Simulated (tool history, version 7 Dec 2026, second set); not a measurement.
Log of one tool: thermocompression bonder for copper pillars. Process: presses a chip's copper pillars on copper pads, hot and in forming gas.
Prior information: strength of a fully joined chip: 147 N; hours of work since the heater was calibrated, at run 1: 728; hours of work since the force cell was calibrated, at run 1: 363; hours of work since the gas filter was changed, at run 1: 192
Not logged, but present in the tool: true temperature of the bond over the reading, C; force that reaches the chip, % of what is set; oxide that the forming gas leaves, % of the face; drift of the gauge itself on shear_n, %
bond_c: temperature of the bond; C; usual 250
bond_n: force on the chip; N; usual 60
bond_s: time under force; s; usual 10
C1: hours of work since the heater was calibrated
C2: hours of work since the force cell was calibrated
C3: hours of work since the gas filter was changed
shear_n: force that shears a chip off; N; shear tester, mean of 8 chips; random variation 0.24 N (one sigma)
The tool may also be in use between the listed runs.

run 1 hour=0.0 | bond_c=250 bond_n=60 bond_s=10 | C1=728 C2=363 C3=192 | shear_n=49.2
run 2 hour=25.0 | bond_c=250 bond_n=60 bond_s=10 | C1=744 C2=379 C3=208 | shear_n=49.5
run 3 hour=37.9 | bond_c=250 bond_n=60 bond_s=10 | C1=753 C2=388 C3=217 | shear_n=48.8
run 4 hour=53.8 | bond_c=250 bond_n=60 bond_s=10 | C1=763 C2=398 C3=227 | shear_n=49.4
run 5 hour=69.9 | bond_c=265 bond_n=60 bond_s=10 | C1=774 C2=409 C3=238 | shear_n=60.6
run 6 hour=100.7 | bond_c=237 bond_n=60 bond_s=10 | C1=794 C2=429 C3=258 | shear_n=39.7
run 7 hour=116.9 | bond_c=237 bond_n=60 bond_s=10 | C1=805 C2=440 C3=269 | shear_n=39.2
run 8 hour=143.9 | bond_c=250 bond_n=58 bond_s=10 | C1=823 C2=458 C3=286 | shear_n=48.2
run 9 hour=162.9 | bond_c=250 bond_n=58 bond_s=10 | C1=835 C2=470 C3=299 | shear_n=48.2
run 10 hour=188.1 | bond_c=250 bond_n=60 bond_s=27 | C1=852 C2=487 C3=316 | shear_n=70.6
run 11 hour=207.0 | bond_c=250 bond_n=60 bond_s=27 | C1=864 C2=499 C3=328 | shear_n=70.9
run 12 hour=232.2 | bond_c=250 bond_n=64 bond_s=10 | C1=881 C2=516 C3=345 | shear_n=50.0
run 13 hour=255.3 | bond_c=250 bond_n=64 bond_s=10 | C1=896 C2=531 C3=360 | shear_n=50.2
run 14 hour=270.9 | bond_c=250 bond_n=87 bond_s=10 | C1=906 C2=541 C3=370 | shear_n=58.8
run 15 hour=288.3 | bond_c=243 bond_n=48 bond_s=10 | C1=918 C2=553 C3=381 | shear_n=38.5
run 16 hour=303.5 | bond_c=243 bond_n=48 bond_s=10 | C1=928 C2=563 C3=391 | shear_n=38.1
run 17 hour=332.3 | bond_c=250 bond_n=65 bond_s=25 | C1=947 C2=582 C3=410 | shear_n=70.7
-- hour=340.8 forming gas filter changed
run 18 hour=350.0 | bond_c=250 bond_n=65 bond_s=25 | C1=958 C2=593 C3=6 | shear_n=71.7
run 19 hour=365.8 | bond_c=250 bond_n=65 bond_s=25 | C1=968 C2=603 C3=16 | shear_n=71.8
run 20 hour=383.6 | bond_c=250 bond_n=65 bond_s=25 | C1=980 C2=615 C3=28 | shear_n=72.1
run 21 hour=399.8 | bond_c=250 bond_n=65 bond_s=25 | C1=991 C2=626 C3=39 | shear_n=71.7
run 22 hour=425.9 | bond_c=268 bond_n=57 bond_s=16 | C1=1008 C2=643 C3=56 | shear_n=72.4
run 23 hour=448.9 | bond_c=271 bond_n=44 bond_s=22 | C1=1023 C2=658 C3=71 | shear_n=75.6
run 24 hour=472.5 | bond_c=267 bond_n=50 bond_s=10 | C1=1039 C2=674 C3=87 | shear_n=56.7
run 25 hour=496.0 | bond_c=250 bond_n=41 bond_s=8 | C1=1054 C2=689 C3=102 | shear_n=35.8
run 26 hour=513.8 | bond_c=272 bond_n=40 bond_s=20 | C1=1066 C2=701 C3=114 | shear_n=70.3
run 27 hour=536.6 | bond_c=272 bond_n=40 bond_s=20 | C1=1081 C2=716 C3=129 | shear_n=70.2
run 28 hour=557.0 | bond_c=266 bond_n=40 bond_s=11 | C1=1094 C2=729 C3=142 | shear_n=51.4

Measured result minus the same run's result without the hidden state. Both carry the same run-to-run variation, though not necessarily the same gauge scatter:
run=1 shear_n=-2.8
run=2 shear_n=-2.8
run=3 shear_n=-2.8
run=4 shear_n=-2.9
run=5 shear_n=-3.2
run=6 shear_n=-2.8
run=7 shear_n=-2.8
run=8 shear_n=-3.1
run=9 shear_n=-3.3
run=10 shear_n=-4.4
run=11 shear_n=-4.4
run=12 shear_n=-3.6
run=13 shear_n=-3.7
run=14 shear_n=-4.2
run=15 shear_n=-3.1
run=16 shear_n=-3.1
run=17 shear_n=-5.0
run=18 shear_n=-3.5
run=19 shear_n=-3.6
run=20 shear_n=-3.7
run=21 shear_n=-3.7
run=22 shear_n=-3.4
run=23 shear_n=-3.6
run=24 shear_n=-3.2
run=25 shear_n=-2.6
run=26 shear_n=-3.8
run=27 shear_n=-3.8
run=28 shear_n=-3.4
